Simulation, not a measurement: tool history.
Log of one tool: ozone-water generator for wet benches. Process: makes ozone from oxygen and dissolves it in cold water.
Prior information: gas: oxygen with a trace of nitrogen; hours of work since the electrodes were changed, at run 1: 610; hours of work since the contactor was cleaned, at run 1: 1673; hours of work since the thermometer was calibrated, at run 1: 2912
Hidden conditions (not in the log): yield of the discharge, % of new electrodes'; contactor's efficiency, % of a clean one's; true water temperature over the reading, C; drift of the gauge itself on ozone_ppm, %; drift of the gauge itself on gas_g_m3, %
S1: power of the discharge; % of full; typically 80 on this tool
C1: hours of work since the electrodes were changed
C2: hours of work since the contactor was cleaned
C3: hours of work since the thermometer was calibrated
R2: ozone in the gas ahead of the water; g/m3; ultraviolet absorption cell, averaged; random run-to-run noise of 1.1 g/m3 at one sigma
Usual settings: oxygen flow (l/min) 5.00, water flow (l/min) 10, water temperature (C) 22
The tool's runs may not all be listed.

{"run": 1, "hour": 0.0, "S1": 80, "oxygen flow (l/min)": 5.0, "water flow (l/min)": 10, "water temperature (C)": 22, "C1": 610, "C2": 1673, "C3": 2912, "dissolved ozone (ppm)": 27.8, "R2": 198.6}
{"run": 2, "hour": 35.3, "S1": 80, "oxygen flow (l/min)": 5.0, "water flow (l/min)": 10, "water temperature (C)": 22, "C1": 645, "C2": 1707, "C3": 2947, "dissolved ozone (ppm)": 27.5, "R2": 199.2}
{"run": 3, "hour": 96.5, "S1": 80, "oxygen flow (l/min)": 5.0, "water flow (l/min)": 10, "water temperature (C)": 22, "C1": 705, "C2": 1768, "C3": 3008, "dissolved ozone (ppm)": 27.3, "R2": 196.9}
{"run": 4, "hour": 149.1, "S1": 80, "oxygen flow (l/min)": 5.0, "water flow (l/min)": 10, "water temperature (C)": 22, "C1": 758, "C2": 1820, "C3": 3060, "dissolved ozone (ppm)": 27.3, "R2": 200.5}
{"run": 5, "hour": 210.1, "S1": 80, "oxygen flow (l/min)": 5.0, "water flow (l/min)": 10, "water temperature (C)": 22, "C1": 818, "C2": 1881, "C3": 3120, "dissolved ozone (ppm)": 27.1, "R2": 198.8}
{"run": 6, "hour": 264.5, "S1": 80, "oxygen flow (l/min)": 5.0, "water flow (l/min)": 10, "water temperature (C)": 22, "C1": 872, "C2": 1934, "C3": 3174, "dissolved ozone (ppm)": 26.9, "R2": 198.4}
{"run": 7, "hour": 322.9, "S1": 80, "oxygen flow (l/min)": 5.0, "water flow (l/min)": 10, "water temperature (C)": 22, "C1": 930, "C2": 1992, "C3": 3232, "dissolved ozone (ppm)": 27.0, "R2": 198.5}
{"run": 8, "hour": 362.6, "S1": 80, "oxygen flow (l/min)": 5.0, "water flow (l/min)": 10, "water temperature (C)": 22, "C1": 969, "C2": 2032, "C3": 3271, "dissolved ozone (ppm)": 27.0, "R2": 199.1}
{"run": 9, "hour": 407.7, "S1": 80, "oxygen flow (l/min)": 5.0, "water flow (l/min)": 10, "water temperature (C)": 22, "C1": 1014, "C2": 2076, "C3": 3316, "dissolved ozone (ppm)": 27.1, "R2": 197.6}
{"run": 10, "hour": 449.5, "S1": 80, "oxygen flow (l/min)": 5.0, "water flow (l/min)": 14, "water temperature (C)": 22, "C1": 1055, "C2": 2118, "C3": 3357, "dissolved ozone (ppm)": 20.5, "R2": 199.5}
{"run": 11, "hour": 492.2, "S1": 80, "oxygen flow (l/min)": 5.0, "water flow (l/min)": 14, "water temperature (C)": 22, "C1": 1097, "C2": 2160, "C3": 3400, "dissolved ozone (ppm)": 20.8, "R2": 197.2}
{"run": 12, "hour": 533.8, "S1": 80, "oxygen flow (l/min)": 5.0, "water flow (l/min)": 14, "water temperature (C)": 22, "C1": 1138, "C2": 2201, "C3": 3441, "dissolved ozone (ppm)": 20.8, "R2": 197.6}
{"run": 13, "hour": 573.8, "S1": 80, "oxygen flow (l/min)": 6.12, "water flow (l/min)": 10, "water temperature (C)": 22, "C1": 1178, "C2": 2241, "C3": 3481, "dissolved ozone (ppm)": 25.3, "R2": 173.3}
{"run": 14, "hour": 625.0, "S1": 85, "oxygen flow (l/min)": 5.0, "water flow (l/min)": 10, "water temperature (C)": 22, "C1": 1229, "C2": 2291, "C3": 3531, "dissolved ozone (ppm)": 28.1, "R2": 205.0}
{"run": 15, "hour": 674.4, "S1": 85, "oxygen flow (l/min)": 5.0, "water flow (l/min)": 10, "water temperature (C)": 22, "C1": 1278, "C2": 2340, "C3": 3580, "dissolved ozone (ppm)": 27.8, "R2": 202.3}
{"run": 16, "hour": 727.5, "S1": 85, "oxygen flow (l/min)": 5.0, "water flow (l/min)": 10, "water temperature (C)": 22, "C1": 1330, "C2": 2393, "C3": 3633, "dissolved ozone (ppm)": 27.8, "R2": 206.2}
{"run": 17, "hour": 786.5, "S1": 85, "oxygen flow (l/min)": 3.31, "water flow (l/min)": 14, "water temperature (C)": 22, "C1": 1389, "C2": 2451, "C3": 3691, "dissolved ozone (ppm)": 22.9, "R2": 269.4}
{"run": 18, "hour": 848.8, "S1": 84, "oxygen flow (l/min)": 3.31, "water flow (l/min)": 10, "water temperature (C)": 22, "C1": 1450, "C2": 2513, "C3": 3753, "dissolved ozone (ppm)": 30.6, "R2": 265.8}
{"run": 19, "hour": 891.3, "S1": 51, "oxygen flow (l/min)": 6.81, "water flow (l/min)": 15, "water temperature (C)": 20, "C1": 1492, "C2": 2555, "C3": 3795, "dissolved ozone (ppm)": 13.1, "R2": 113.2}
{"run": 20, "hour": 931.3, "S1": 70, "oxygen flow (l/min)": 4.66, "water flow (l/min)": 10, "water temperature (C)": 22, "C1": 1532, "C2": 2595, "C3": 3835, "dissolved ozone (ppm)": 24.5, "R2": 187.4}
{"run": 21, "hour": 973.8, "S1": 70, "oxygen flow (l/min)": 4.66, "water flow (l/min)": 10, "water temperature (C)": 22, "C1": 1574, "C2": 2637, "C3": 3877, "dissolved ozone (ppm)": 24.6, "R2": 186.2}
{"run": 22, "hour": 1029.9, "S1": 85, "oxygen flow (l/min)": 5.0, "water flow (l/min)": 10, "water temperature (C)": 22, "C1": 1630, "C2": 2692, "C3": 3932, "dissolved ozone (ppm)": 27.4, "R2": 204.3}
{"run": 23, "hour": 1072.9, "S1": 85, "oxygen flow (l/min)": 5.0, "water flow (l/min)": 10, "water temperature (C)": 22, "C1": 1672, "C2": 2735, "C3": 3975, "dissolved ozone (ppm)": 27.3, "R2": 204.6}
{"run": 24, "hour": 1119.1, "S1": 85, "oxygen flow (l/min)": 5.0, "water flow (l/min)": 10, "water temperature (C)": 22, "C1": 1718, "C2": 2781, "C3": 4021, "dissolved ozone (ppm)": 27.6, "R2": 205.8}
{"run": 25, "hour": 1171.5, "S1": 85, "oxygen flow (l/min)": 5.0, "water flow (l/min)": 10, "water temperature (C)": 22, "C1": 1770, "C2": 2833, "C3": 4072, "dissolved ozone (ppm)": 27.8, "R2": 205.2}
{"run": 26, "hour": 1237.4, "S1": 85, "oxygen flow (l/min)": 5.0, "water flow (l/min)": 10, "water temperature (C)": 22, "C1": 1835, "C2": 2898, "C3": 4138, "dissolved ozone (ppm)": 27.5, "R2": 203.5}

Branching from run 26: 3 alternative next runs. What would each branch give?
{"run": "A", "hour": 1289.4, "S1": 56, "oxygen flow (l/min)": 5.0, "water flow (l/min)": 10, "water temperature (C)": 25, "C1": 1887, "C2": 2949, "C3": 4189, "dissolved ozone (ppm)": "?", "R2": "?"}
{"run": "B", "hour": 1289.4, "S1": 76, "oxygen flow (l/min)": 7.56, "water flow (l/min)": 9, "water temperature (C)": 22, "C1": 1887, "C2": 2949, "C3": 4189, "dissolved ozone (ppm)": "?", "R2": "?"}
{"run": "C", "hour": 1289.4, "S1": 52, "oxygen flow (l/min)": 5.0, "water flow (l/min)": 10, "water temperature (C)": 22, "C1": 1887, "C2": 2949, "C3": 4189, "dissolved ozone (ppm)": "?", "R2": "?"}

run=A dissolved_ozone_(ppm)=18.6 R2=150.0
run=B dissolved_ozone_(ppm)=23.7 R2=142.4
run=C dissolved_ozone_(ppm)=19.1 R2=140.4
Without the tool's hidden state the same runs would have given:
run=A dissolved_ozone_(ppm)=19.7 R2=154.4
run=B dissolved_ozone_(ppm)=25.3 R2=147.8
run=C dissolved_ozone_(ppm)=20.2 R2=144.3

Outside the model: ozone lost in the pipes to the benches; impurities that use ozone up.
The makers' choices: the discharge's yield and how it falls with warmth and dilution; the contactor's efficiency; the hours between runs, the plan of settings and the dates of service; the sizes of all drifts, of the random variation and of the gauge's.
